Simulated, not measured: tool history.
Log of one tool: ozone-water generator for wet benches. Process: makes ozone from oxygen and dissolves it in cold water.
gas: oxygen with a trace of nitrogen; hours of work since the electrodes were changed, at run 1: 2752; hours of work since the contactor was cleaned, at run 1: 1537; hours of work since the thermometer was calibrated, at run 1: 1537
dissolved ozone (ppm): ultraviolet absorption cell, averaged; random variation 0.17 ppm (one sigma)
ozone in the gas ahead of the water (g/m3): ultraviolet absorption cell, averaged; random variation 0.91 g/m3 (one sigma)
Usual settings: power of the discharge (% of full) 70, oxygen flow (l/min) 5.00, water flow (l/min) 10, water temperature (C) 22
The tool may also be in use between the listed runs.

run    hour  power of the discharge (% of full)  oxygen flow (l/min)  water flow (l/min)  water temperature (C)  hours of work since the electrodes were changed  hours of work since the contactor was cleaned  hours of work since the thermometer was calibrated  dissolved ozone (ppm)  ozone in the gas ahead of the water (g/m3)
  1     0.0                                  70                 5.00                  10                     22                                             2752                                           1537                                                1537                   22.9                                       150.0
  2    78.2                                  70                 5.00                  10                     22                                             2821                                           1605                                                1605                   23.0                                       151.2
  3   160.8                                  70                 5.00                   9                     22                                             2892                                           1677                                                1677                   24.4                                       149.3
  4   351.9                                  70                 5.00                   9                     23                                             3059                                           1843                                                1843                   24.1                                       148.4
  5   540.6                                  70                 5.00                  10                     22                                             3223                                           2008                                                2008                   23.1                                       149.3
  6   644.5                                  70                 5.00                  10                     22                                             3313                                           2098                                                2098                   23.1                                       152.9
  7   814.0                                  70                 5.00                   9                     22                                             3461                                           2246                                                2246                   24.2                                       151.3
  8   995.1                                  47                 5.00                  10                     22                                             3619                                           2403                                                2403                   17.7                                       116.1
  9  1147.2                                  70                 5.00                  10                     19                                             3751                                           2536                                                2536                   24.5                                       151.0
 10  1250.2                                  70                 5.00                  10                     19                                             3841                                           2625                                                2625                   24.2                                       149.6
 11  1340.1                                  70                 5.00                  10                     19                                             3919                                           2703                                                2703                   24.6                                       150.7
 12  1431.8                                  70                 5.00                  10                     19                                             3999                                           2783                                                2783                   24.3                                       150.7
 13  1568.3                                  70                 8.86                  10                     22                                             4117                                           2902                                                2902                   18.1                                       102.4
 14  1680.8                                  70                 5.00                   7                     22                                             4215                                           3000                                                3000                   28.1                                       150.4
 15  1856.0                                  41                 3.45                   7                     22                                             4368                                           3153                                                3153                   22.8                                       138.9
 16  1941.9                                  41                 8.77                   7                     26                                             4443                                           3227                                                3227                   13.4                                        73.2
 17  2083.9                                  41                 8.77                   7                     26                                             4566                                           3351                                                3351                   13.5                                        72.5
 18  2232.2                                  70                 5.00                  10                     15                                             4695                                           3480                                                3480                   26.5                                       148.1
 19  2313.2                                  70                 2.86                  13                     28                                             4766                                           3550                                                3550                   20.3                                       222.0
     2383.1  -- water thermometer calibrated
 20  2436.4                                  70                 5.00                  11                     21                                             4873                                           3657                                                  46                   22.2                                       149.6
     2488.4  -- contactor cleaned
 21  2572.8                                  48                 4.03                  10                     22                                             4988                                             73                                                 162                   19.4                                       135.9
 22  2748.9                                  70                 5.00                  14                     17                                             5141                                            227                                                 315                   20.0                                       150.7
 23  2835.6                                  70                 7.87                   8                     30                                             5217                                            302                                                 390                   17.3                                       110.0
 24  3012.5                                  42                 2.58                  14                     19                                             5371                                            456                                                 544                   15.5                                       172.9
 25  3129.0                                  70                 5.00                  15                     16                                             5472                                            558                                                 646                   19.0                                       148.8
 26  3252.3                                  70                 5.00                  15                     16                                             5579                                            665                                                 753                   19.4                                       151.4

3 ways to go on from here, each from the tool as it stands after run 26. What would each give?
  A  3364.3                                  57                 2.99                   9                     22                                             5677                                            762                                                 851                      ?                                           ?
  B  3364.3                                  70                 4.42                   9                     25                                             5677                                            762                                                 851                      ?                                           ?
  C  3364.3                                  44                 3.54                  15                     14                                             5677                                            762                                                 851                      ?                                           ?

run  dissolved ozone (ppm)  ozone in the gas ahead of the water (g/m3)
  A                   25.1                                       189.2
  B                   24.0                                       163.8
  C                   15.2                                       140.6
Without the tool's hidden state the same runs would have given:
run  dissolved ozone (ppm)  ozone in the gas ahead of the water (g/m3)
  A                   25.2                                       189.9
  B                   24.1                                       164.4
  C                   15.2                                       141.0

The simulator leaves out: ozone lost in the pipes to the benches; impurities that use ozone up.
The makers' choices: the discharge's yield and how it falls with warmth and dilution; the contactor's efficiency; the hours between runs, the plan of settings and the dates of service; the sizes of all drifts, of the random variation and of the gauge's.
